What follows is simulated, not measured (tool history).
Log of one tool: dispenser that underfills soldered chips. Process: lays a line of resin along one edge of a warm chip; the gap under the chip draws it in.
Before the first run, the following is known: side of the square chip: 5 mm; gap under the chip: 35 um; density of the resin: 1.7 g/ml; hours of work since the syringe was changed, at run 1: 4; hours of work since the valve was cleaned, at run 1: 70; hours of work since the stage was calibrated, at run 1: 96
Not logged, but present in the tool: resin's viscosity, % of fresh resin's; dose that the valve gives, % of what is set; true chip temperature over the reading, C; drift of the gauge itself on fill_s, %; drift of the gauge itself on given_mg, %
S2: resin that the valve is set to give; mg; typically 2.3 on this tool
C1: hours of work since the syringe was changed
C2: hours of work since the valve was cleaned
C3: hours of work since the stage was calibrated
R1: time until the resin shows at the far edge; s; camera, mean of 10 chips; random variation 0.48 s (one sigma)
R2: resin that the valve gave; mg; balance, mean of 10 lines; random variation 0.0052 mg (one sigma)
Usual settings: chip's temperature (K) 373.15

Run 1, day 0: usual settings; C1 4; C2 70; C3 96. Result: R1 42.4 s, R2 2.228 mg.
At day 0.225: new syringe of resin.
Run 2, day 0.354: usual settings; C1 2; C2 76; C3 102. Result: R1 41.6 s, R2 2.226 mg.
Run 3, day 0.517: usual settings; C1 5; C2 78; C3 105. Result: R1 45.2 s, R2 2.227 mg.
At day 0.675: new syringe of resin.
Run 4, day 0.867: usual settings but S2 2.36 mg; C1 3; C2 84; C3 110. Result: R1 43 s, R2 2.27 mg.
Run 5, day 1.054: usual settings; C1 6; C2 87; C3 113. Result: R1 47.7 s, R2 2.209 mg.
At day 1.129: new syringe of resin.
Run 6, day 1.408: usual settings; C1 5; C2 92; C3 119. Result: R1 44.6 s, R2 2.212 mg.
At day 1.575: new syringe of resin.
Run 7, day 1.671: usual settings; C1 2; C2 97; C3 123. Result: R1 41 s, R2 2.208 mg.
Run 8, day 1.962: usual settings; C1 6; C2 101; C3 127. Result: R1 47.9 s, R2 2.203 mg.
At day 2.029: new syringe of resin.
Run 9, day 2.308: usual settings; C1 5; C2 107; C3 133. Result: R1 46.3 s, R2 2.196 mg.
At day 2.475: new syringe of resin.
Run 10, day 2.571: usual settings but chip's temperature (K) 361.15; C1 2; C2 111; C3 137. Result: R1 74 s, R2 2.187 mg.
Run 11, day 2.883: usual settings; C1 7; C2 116; C3 142. Result: R1 48.4 s, R2 2.19 mg.
At day 2.921: new syringe of resin.
Run 12, day 3.283: usual settings; C1 6; C2 122; C3 148. Result: R1 46.4 s, R2 2.188 mg.
At day 3.375: new syringe of resin.
Run 13, day 3.55: usual settings but S2 2.79 mg; C1 3; C2 126; C3 152. Result: R1 42.5 s, R2 2.638 mg.
Run 14, day 3.746: usual settings but S2 2.79 mg; C1 6; C2 129; C3 156. Result: R1 46.5 s, R2 2.642 mg.
At day 3.817: new syringe of resin.
Run 15, day 3.958: usual settings but S2 2.79 mg; C1 2; C2 133; C3 159. Result: R1 41.5 s, R2 2.637 mg.
At day 4.288: dispensing valve cleaned and set on the balance.
Run 16, day 4.288: usual settings; C1 7; C2 0; C3 164. Result: R1 48.6 s, R2 2.301 mg.
At day 4.329: new syringe of resin.
Run 17, day 4.658: usual settings; C1 5; C2 6; C3 169. Result: R1 46.9 s, R2 2.295 mg.
At day 4.788: new syringe of resin.
Run 18, day 4.996: usual settings but chip's temperature (K) 370.15, S2 2.17 mg; C1 3; C2 11; C3 175. Result: R1 50.2 s, R2 2.164 mg.
At day 5.233: new syringe of resin.
Run 19, day 5.233: usual settings but chip's temperature (K) 370.15, S2 2.17 mg; C1 0; C2 15; C3 178. Result: R1 43.6 s, R2 2.162 mg.
Run 20, day 5.5: usual settings but chip's temperature (K) 362.15; C1 4; C2 19; C3 183. Result: R1 74.8 s, R2 2.285 mg.
At day 5.688: new syringe of resin.
Run 21, day 5.8: usual settings but chip's temperature (K) 387.15, S2 2.83 mg; C1 2; C2 24; C3 187. Result: R1 21 s, R2 2.811 mg.
Run 22, day 5.967: usual settings but chip's temperature (K) 364.15, S2 2.86 mg; C1 5; C2 26; C3 190. Result: R1 67.5 s, R2 2.821 mg.
At day 6.129: new syringe of resin.
Run 23, day 6.167: usual settings but chip's temperature (K) 364.15; C1 1; C2 30; C3 193. Result: R1 61.1 s, R2 2.269 mg.
Run 24, day 6.329: usual settings but chip's temperature (K) 359.15, S2 2.73 mg; C1 3; C2 32; C3 196. Result: R1 83.9 s, R2 2.699 mg.
At day 6.6: new syringe of resin.
Run 25, day 6.717: usual settings but chip's temperature (K) 366.15, S2 2.28 mg; C1 2; C2 38; C3 202. Result: R1 58.5 s, R2 2.251 mg.
Run 26, day 7.012: usual settings but chip's temperature (K) 367.15, S2 2.09 mg; C1 7; C2 43; C3 207. Result: R1 65.1 s, R2 2.061 mg.
At day 7.05: new syringe of resin.
Run 27, day 7.208: usual settings but chip's temperature (K) 366.15, S2 2.93 mg; C1 3; C2 46; C3 210. Result: R1 57.6 s, R2 2.884 mg.
At day 7.508: new syringe of resin.
Run 28, day 7.608: usual settings but chip's temperature (K) 358.15, S2 2.29 mg; C1 2; C2 52; C3 216. Result: R1 86.1 s, R2 2.245 mg.
Run 29, day 7.929: usual settings but chip's temperature (K) 366.15, S2 2.06 mg; C1 7; C2 58; C3 221. Result: R1 72 s, R2 2.012 mg.
At day 7.962: new syringe of resin.
Run 30, day 8.212: usual settings but chip's temperature (K) 366.15, S2 2.06 mg; C1 4; C2 62; C3 226. Result: R1 63.7 s, R2 2.018 mg.
At day 8.421: new syringe of resin.
Run 31, day 8.604: usual settings but chip's temperature (K) 366.15, S2 2.06 mg; C1 3; C2 68; C3 232. Result: R1 62.8 s, R2 2.011 mg.

What will run 32 give?
At day 8.867: new syringe of resin.
Run 32, day 8.892: usual settings but chip's temperature (K) 374.15, S2 2.33 mg; C1 0; C2 73; C3 236. Result: R1 ?, R2 ?.

{"run 32": {"R1": 37.3, "R2": 2.273}}
Without the tool's hidden state the same run would have given R1 35.1 s, R2 2.335 mg.
